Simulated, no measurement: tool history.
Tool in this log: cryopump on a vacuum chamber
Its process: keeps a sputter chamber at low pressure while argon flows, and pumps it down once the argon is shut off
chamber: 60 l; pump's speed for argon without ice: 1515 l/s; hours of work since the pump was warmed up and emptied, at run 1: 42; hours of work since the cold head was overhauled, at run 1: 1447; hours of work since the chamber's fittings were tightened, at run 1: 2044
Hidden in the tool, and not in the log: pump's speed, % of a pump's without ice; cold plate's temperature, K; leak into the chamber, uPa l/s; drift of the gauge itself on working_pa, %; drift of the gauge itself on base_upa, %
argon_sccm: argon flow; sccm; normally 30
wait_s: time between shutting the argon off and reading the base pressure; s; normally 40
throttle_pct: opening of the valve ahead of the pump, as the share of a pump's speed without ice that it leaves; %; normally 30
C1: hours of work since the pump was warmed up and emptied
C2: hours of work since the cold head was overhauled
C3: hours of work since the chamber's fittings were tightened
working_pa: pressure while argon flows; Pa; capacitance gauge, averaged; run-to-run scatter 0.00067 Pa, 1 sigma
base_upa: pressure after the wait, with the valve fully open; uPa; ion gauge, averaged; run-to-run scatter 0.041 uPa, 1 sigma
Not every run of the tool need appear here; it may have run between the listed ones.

run 1 day=0 | argon_sccm=30 wait_s=40 throttle_pct=30 | C1=42 C2=1447 C3=2044 | working_pa=0.1143 base_upa=3.76
run 2 day=1.408 | argon_sccm=30 wait_s=40 throttle_pct=44 | C1=72 C2=1477 C3=2074 | working_pa=0.0784 base_upa=3.81
run 3 day=3.504 | argon_sccm=30 wait_s=40 throttle_pct=44 | C1=116 C2=1522 C3=2118 | working_pa=0.0786 base_upa=3.93
run 4 day=5.771 | argon_sccm=30 wait_s=40 throttle_pct=44 | C1=164 C2=1570 C3=2166 | working_pa=0.0794 base_upa=3.98
run 5 day=8.567 | argon_sccm=30 wait_s=40 throttle_pct=37 | C1=224 C2=1629 C3=2226 | working_pa=0.0955 base_upa=4.07
run 6 day=9.775 | argon_sccm=30 wait_s=40 throttle_pct=37 | C1=250 C2=1655 C3=2251 | working_pa=0.0952 base_upa=4.2
run 7 day=12.046 | argon_sccm=30 wait_s=40 throttle_pct=30 | C1=298 C2=1703 C3=2300 | working_pa=0.1174 base_upa=4.12
run 8 day=14.338 | argon_sccm=30 wait_s=40 throttle_pct=46 | C1=347 C2=1752 C3=2349 | working_pa=0.08 base_upa=4.32
run 9 day=15.604 | argon_sccm=30 wait_s=40 throttle_pct=46 | C1=374 C2=1779 C3=2375 | working_pa=0.0792 base_upa=4.43
run 10 day=18.012 | argon_sccm=30 wait_s=40 throttle_pct=47 | C1=425 C2=1830 C3=2427 | working_pa=0.0792 base_upa=4.28
run 11 day=20.583 | argon_sccm=30 wait_s=40 throttle_pct=47 | C1=479 C2=1885 C3=2481 | working_pa=0.0802 base_upa=4.6
run 12 day=23.367 | argon_sccm=17 wait_s=40 throttle_pct=47 | C1=539 C2=1944 C3=2541 | working_pa=0.0449 base_upa=4.67
run 13 day=25.038 | argon_sccm=26 wait_s=40 throttle_pct=35 | C1=574 C2=1980 C3=2576 | working_pa=0.0928 base_upa=4.72
run 14 day=27.392 | argon_sccm=25 wait_s=139 throttle_pct=30 | C1=624 C2=2030 C3=2626 | working_pa=0.1034 base_upa=3.22
-- day=27.771 pump warmed up, emptied and cooled again
run 15 day=30.417 | argon_sccm=25 wait_s=139 throttle_pct=30 | C1=56 C2=2090 C3=2686 | working_pa=0.095 base_upa=2.68
run 16 day=32.583 | argon_sccm=25 wait_s=139 throttle_pct=30 | C1=102 C2=2136 C3=2732 | working_pa=0.0954 base_upa=2.81
run 17 day=35.162 | argon_sccm=30 wait_s=50 throttle_pct=46 | C1=157 C2=2191 C3=2787 | working_pa=0.0765 base_upa=3.95
run 18 day=37.192 | argon_sccm=30 wait_s=50 throttle_pct=46 | C1=200 C2=2234 C3=2830 | working_pa=0.0769 base_upa=3.95
run 19 day=39.992 | argon_sccm=30 wait_s=117 throttle_pct=17 | C1=260 C2=2293 C3=2890 | working_pa=0.2018 base_upa=3.07
run 20 day=42.308 | argon_sccm=30 wait_s=21 throttle_pct=19 | C1=309 C2=2343 C3=2939 | working_pa=0.1814 base_upa=6.84
run 21 day=44.533 | argon_sccm=30 wait_s=40 throttle_pct=19 | C1=356 C2=2390 C3=2986 | working_pa=0.1831 base_upa=4.77
run 22 day=47.25 | argon_sccm=55 wait_s=75 throttle_pct=30 | C1=414 C2=2448 C3=3044 | working_pa=0.2177 base_upa=3.85
run 23 day=48.412 | argon_sccm=20 wait_s=45 throttle_pct=41 | C1=439 C2=2472 C3=3069 | working_pa=0.0596 base_upa=4.63

3 ways to go on from here, each from the tool as it stands after run 23. What would each give?
run A day=50.592 | argon_sccm=23 wait_s=21 throttle_pct=23 | C1=485 C2=2519 C3=3115 | working_pa=? base_upa=?
run B day=50.592 | argon_sccm=44 wait_s=90 throttle_pct=50 | C1=485 C2=2519 C3=3115 | working_pa=? base_upa=?
run C day=50.592 | argon_sccm=27 wait_s=31 throttle_pct=25 | C1=485 C2=2519 C3=3115 | working_pa=? base_upa=?

run=A working_pa=0.1186 base_upa=7.09
run=B working_pa=0.1114 base_upa=3.8
run=C working_pa=0.1304 base_upa=5.59
Without the tool's unlogged condition, the same runs would have read:
run=A working_pa=0.1117 base_upa=4.44
run=B working_pa=0.0981 base_upa=1.21
run=C working_pa=0.1223 base_upa=3.01

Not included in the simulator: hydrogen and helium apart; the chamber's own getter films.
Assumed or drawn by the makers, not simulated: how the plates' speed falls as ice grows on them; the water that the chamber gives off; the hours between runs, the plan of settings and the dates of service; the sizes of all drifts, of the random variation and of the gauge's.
